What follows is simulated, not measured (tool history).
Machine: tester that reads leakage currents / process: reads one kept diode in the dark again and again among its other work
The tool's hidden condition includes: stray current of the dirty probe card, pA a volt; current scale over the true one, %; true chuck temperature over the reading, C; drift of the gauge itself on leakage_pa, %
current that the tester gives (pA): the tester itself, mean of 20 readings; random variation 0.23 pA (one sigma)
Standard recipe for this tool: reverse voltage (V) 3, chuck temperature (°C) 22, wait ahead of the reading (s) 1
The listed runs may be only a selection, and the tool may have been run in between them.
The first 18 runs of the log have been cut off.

| run | hour | reverse voltage (V) | chuck temperature (°C) | wait ahead of the reading (s) | hours of work since the probe card was cleaned | hours of work since the tester was calibrated | hours of work since the chuck was calibrated | current that the tester gives (pA) |
|---|---|---|---|---|---|---|---|---|
| 19 | 2190.3 | 3 | 43 | 1 | 2928 | 4175 | 463 | 385.48 |
| 20 | 2353.2 | 3 | 43 | 1 | 3009 | 4256 | 545 | 384.71 |
| 21 | 2452.2 | 15.65 | 26 | 1 | 3058 | 4305 | 594 | 279.3 |
| 22 | 2627.3 | 3.89 | 24 | 1 | 3146 | 4392 | 681 | 102.81 |
| 23 | 2709.3 | 7.08 | 24 | 2.03 | 3186 | 4433 | 722 | 146.28 |
| 24 | 2851.8 | 3 | 22 | 2.23 | 3257 | 4504 | 793 | 74.56 |
| 25 | 2952.6 | 2.93 | 22 | 0.41 | 3308 | 4554 | 843 | 74.34 |
| 26 | 3055.1 | 2.93 | 22 | 0.41 | 3359 | 4605 | 894 | 73.77 |
| 27 | 3167.9 | 6.9 | 22 | 6.83 | 3415 | 4662 | 950 | 122.52 |
|  | 3238.6 | probe card cleaned and baked |
| 28 | 3245.4 | 6.9 | 22 | 6.83 | 3 | 4699 | 987 | 122.76 |
| 29 | 3405.1 | 4.03 | 26 | 2.45 | 83 | 4778 | 1067 | 123.09 |
| 30 | 3575.8 | 5.97 | 36 | 5.58 | 168 | 4863 | 1152 | 342.88 |
| 31 | 3750.9 | 1.35 | 27 | 5.2 | 255 | 4950 | 1239 | 69.59 |

What does the tool deliver on the next run?
| 32 | 3929 | 11.82 | 27 | 1.6 | 344 | 5039 | 1328 | ? |

{"run 32": {"current that the tester gives (pA)": 256.08}}
If the tool had no hidden condition, the same run with the same run-to-run variation would have returned current that the tester gives (pA) 256.32.

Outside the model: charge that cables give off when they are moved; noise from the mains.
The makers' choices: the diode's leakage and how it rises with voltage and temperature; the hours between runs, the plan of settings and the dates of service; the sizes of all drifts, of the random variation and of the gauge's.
